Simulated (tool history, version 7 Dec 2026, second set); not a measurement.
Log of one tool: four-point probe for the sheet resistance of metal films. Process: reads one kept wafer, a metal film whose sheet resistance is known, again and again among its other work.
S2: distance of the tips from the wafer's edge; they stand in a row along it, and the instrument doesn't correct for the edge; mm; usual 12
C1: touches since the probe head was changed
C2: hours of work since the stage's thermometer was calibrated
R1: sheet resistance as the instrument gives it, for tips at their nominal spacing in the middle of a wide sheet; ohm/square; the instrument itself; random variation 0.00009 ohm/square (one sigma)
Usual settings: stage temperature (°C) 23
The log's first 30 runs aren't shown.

run 31 hour=479.7 | stage_temperature_(°C)=20 S2=12 | C1=58325 C2=404 | R1=0.447704
run 32 hour=502.9 | stage_temperature_(°C)=23 S2=27 | C1=59593 C2=420 | R1=0.446145
run 33 hour=524.7 | stage_temperature_(°C)=23 S2=27 | C1=60781 C2=434 | R1=0.446198
run 34 hour=546.9 | stage_temperature_(°C)=22 S2=6 | C1=61993 C2=448 | R1=0.452480
run 35 hour=564.1 | stage_temperature_(°C)=19 S2=6 | C1=62933 C2=460 | R1=0.452764
run 36 hour=577.3 | stage_temperature_(°C)=35 S2=25 | C1=63657 C2=468 | R1=0.445380
run 37 hour=596.9 | stage_temperature_(°C)=35 S2=25 | C1=64727 C2=481 | R1=0.445407
run 38 hour=609.6 | stage_temperature_(°C)=35 S2=25 | C1=65422 C2=489 | R1=0.445347
run 39 hour=632.5 | stage_temperature_(°C)=35 S2=25 | C1=66675 C2=504 | R1=0.445329
run 40 hour=642.1 | stage_temperature_(°C)=30 S2=12 | C1=67200 C2=511 | R1=0.446970
run 41 hour=654.5 | stage_temperature_(°C)=28 S2=12 | C1=67878 C2=519 | R1=0.447202
run 42 hour=667.8 | stage_temperature_(°C)=23 S2=12 | C1=68600 C2=527 | R1=0.447535
run 43 hour=679.3 | stage_temperature_(°C)=23 S2=12 | C1=69230 C2=535 | R1=0.447367
run 44 hour=692.3 | stage_temperature_(°C)=23 S2=8 | C1=69940 C2=543 | R1=0.449548
run 45 hour=709.2 | stage_temperature_(°C)=23 S2=8 | C1=70864 C2=554 | R1=0.449497
run 46 hour=724.0 | stage_temperature_(°C)=23 S2=8 | C1=71675 C2=564 | R1=0.449715

3 ways to go on from here, each from the tool as it stands after run 46. What would each give?
-- hour=736.3 new probe head fitted
run A hour=740.2 | stage_temperature_(°C)=23 S2=11 | C1=213 C2=574 | R1=?
-- hour=736.3 new probe head fitted
run B hour=740.2 | stage_temperature_(°C)=26 S2=12 | C1=213 C2=574 | R1=?
-- hour=736.3 new probe head fitted
run C hour=740.2 | stage_temperature_(°C)=19 S2=22 | C1=213 C2=574 | R1=?

run=A R1=0.447899
run=B R1=0.447241
run=C R1=0.446685
Without the tool's hidden state the same runs would have given:
run=A R1=0.447913
run=B R1=0.447254
run=C R1=0.446699
